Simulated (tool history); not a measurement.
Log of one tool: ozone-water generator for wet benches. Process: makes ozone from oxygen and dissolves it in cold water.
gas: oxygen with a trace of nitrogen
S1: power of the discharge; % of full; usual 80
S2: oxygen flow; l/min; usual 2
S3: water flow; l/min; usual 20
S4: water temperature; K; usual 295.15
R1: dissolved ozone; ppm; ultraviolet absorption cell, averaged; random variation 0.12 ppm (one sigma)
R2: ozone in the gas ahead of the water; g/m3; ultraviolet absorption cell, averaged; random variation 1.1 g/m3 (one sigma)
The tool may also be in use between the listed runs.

run    hour  S1  S2  S3      S4    R1     R2
  1       0  80   2  20  295.15  12.5    201
  2    93.7  80   2  20  295.15  12.7  203.2
  3   185.6  80   2  20  295.15  12.4  202.4
  4   320.4  80   2  20  295.15  12.3  201.3
  5   415.1  80   2  20  295.15  12.5  201.4
  6   560.2  80   2  20  295.15  12.5  202.9
  7   694.9  80   2  13  295.15  18.4  201.9
  8   829.5  80   2  13  295.15  18.2    201
  9   913.7  80   2  13  295.15  18.1  202.3
 10  1077.6  61   2  20  295.15    10  160.5
 11  1227.7  61   2  20  295.15   9.9  159.5
 12  1375.8  61   2  20  295.15   9.9  158.1
 13  1489.8  61   2  20  295.15   9.7    162
 14  1578.7  80   2  20  290.15  13.1  203.3
 15  1741.2  80   2  20  290.15  12.9  201.2

Forecast run 16:
 16  1843.2  80   2  20  290.15   ?   ?

R1: 13 ppm
R2: 204.1 g/m3
Without the tool's hidden state the same run would have given R1 13 ppm, R2 204.4 g/m3.

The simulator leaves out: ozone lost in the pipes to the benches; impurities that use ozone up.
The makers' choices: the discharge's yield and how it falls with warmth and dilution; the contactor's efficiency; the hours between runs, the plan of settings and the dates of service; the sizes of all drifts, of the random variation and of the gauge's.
